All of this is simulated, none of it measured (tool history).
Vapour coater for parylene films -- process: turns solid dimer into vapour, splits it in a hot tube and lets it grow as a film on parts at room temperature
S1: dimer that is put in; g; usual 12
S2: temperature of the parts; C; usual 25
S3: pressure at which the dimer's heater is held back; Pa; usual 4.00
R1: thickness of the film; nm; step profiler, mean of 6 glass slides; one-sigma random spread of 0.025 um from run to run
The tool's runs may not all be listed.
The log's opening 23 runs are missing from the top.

run 24 hour=1117.2 | S1=12 S2=23 S3=2.66 | R1=3860
run 25 hour=1147.0 | S1=12 S2=37 S3=4.00 | R1=2380
run 26 hour=1214.6 | S1=12 S2=37 S3=4.00 | R1=2350
run 27 hour=1277.7 | S1=15 S2=17 S3=3.15 | R1=5310
run 28 hour=1319.9 | S1=15 S2=17 S3=4.53 | R1=4870
-- hour=1369.3 trap's valve overhauled
run 29 hour=1379.7 | S1=9 S2=35 S3=4.00 | R1=2050
run 30 hour=1413.6 | S1=14 S2=34 S3=11.82 | R1=2610
run 31 hour=1460.6 | S1=6 S2=20 S3=6.23 | R1=1890
run 32 hour=1512.2 | S1=12 S2=34 S3=3.84 | R1=2770
run 33 hour=1575.3 | S1=7 S2=28 S3=9.53 | R1=1540
run 34 hour=1608.4 | S1=7 S2=28 S3=9.53 | R1=1530
run 35 hour=1668.7 | S1=7 S2=28 S3=9.53 | R1=1480
run 36 hour=1711.2 | S1=12 S2=31 S3=4.00 | R1=2820

3 ways to go on from here, each from the tool as it stands after run 36. What would each give?
run A hour=1743.1 | S1=11 S2=29 S3=5.53 | R1=?
run B hour=1743.1 | S1=7 S2=25 S3=9.37 | R1=?
run C hour=1743.1 | S1=12 S2=19 S3=2.55 | R1=?

run=A R1=2510
run=B R1=1650
run=C R1=4370
The same runs, with their run-to-run variation unchanged, on a tool lacking any hidden condition would have given:
run=A R1=2690
run=B R1=1770
run=C R1=4680
